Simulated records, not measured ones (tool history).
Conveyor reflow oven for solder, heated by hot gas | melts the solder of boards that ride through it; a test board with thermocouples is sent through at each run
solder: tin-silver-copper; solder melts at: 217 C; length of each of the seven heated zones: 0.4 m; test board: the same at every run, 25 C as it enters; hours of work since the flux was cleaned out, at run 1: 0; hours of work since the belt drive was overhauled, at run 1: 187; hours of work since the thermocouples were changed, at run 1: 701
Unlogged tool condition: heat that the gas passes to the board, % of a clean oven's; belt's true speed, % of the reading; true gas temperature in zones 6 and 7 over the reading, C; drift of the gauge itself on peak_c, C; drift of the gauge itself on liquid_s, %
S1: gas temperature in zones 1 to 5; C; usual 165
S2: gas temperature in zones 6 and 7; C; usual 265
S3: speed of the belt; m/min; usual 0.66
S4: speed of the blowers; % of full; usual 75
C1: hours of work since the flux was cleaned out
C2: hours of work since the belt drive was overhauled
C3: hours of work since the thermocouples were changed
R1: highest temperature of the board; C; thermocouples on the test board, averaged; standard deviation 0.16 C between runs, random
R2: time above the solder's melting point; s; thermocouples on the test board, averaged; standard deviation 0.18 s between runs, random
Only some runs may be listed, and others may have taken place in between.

run	hour	S1	S2	S3	S4	C1	C2	C3	R1	R2
1	0.0	165	265	0.66	75	0	187	701	249.4	49.6
2	19.6	165	265	0.66	75	8	195	710	248.8	49.8
3	59.2	165	265	0.66	75	25	212	726	248.8	49.2
4	105.4	165	268	0.66	75	44	231	746	251.6	51.1
5	137.0	165	256	0.66	75	57	245	759	241.2	42.9
# hour 144.9: flux residue cleaned out of gas plates and filters
6	169.8	165	265	0.66	51	10	256	770	242.4	42.0
# hour 174.3: thermocouples of zones 6 and 7 changed
7	195.2	165	265	0.66	51	20	266	9	241.9	40.9

Run 8 is up next; what results do you expect?
8	222.5	165	265	0.66	75	32	278	20	?	?

R1: 247.3 C
R2: 47.8 s
Had the tool carried no hidden state, the very same run would have given R1 248.3 C, R2 48.6 s.

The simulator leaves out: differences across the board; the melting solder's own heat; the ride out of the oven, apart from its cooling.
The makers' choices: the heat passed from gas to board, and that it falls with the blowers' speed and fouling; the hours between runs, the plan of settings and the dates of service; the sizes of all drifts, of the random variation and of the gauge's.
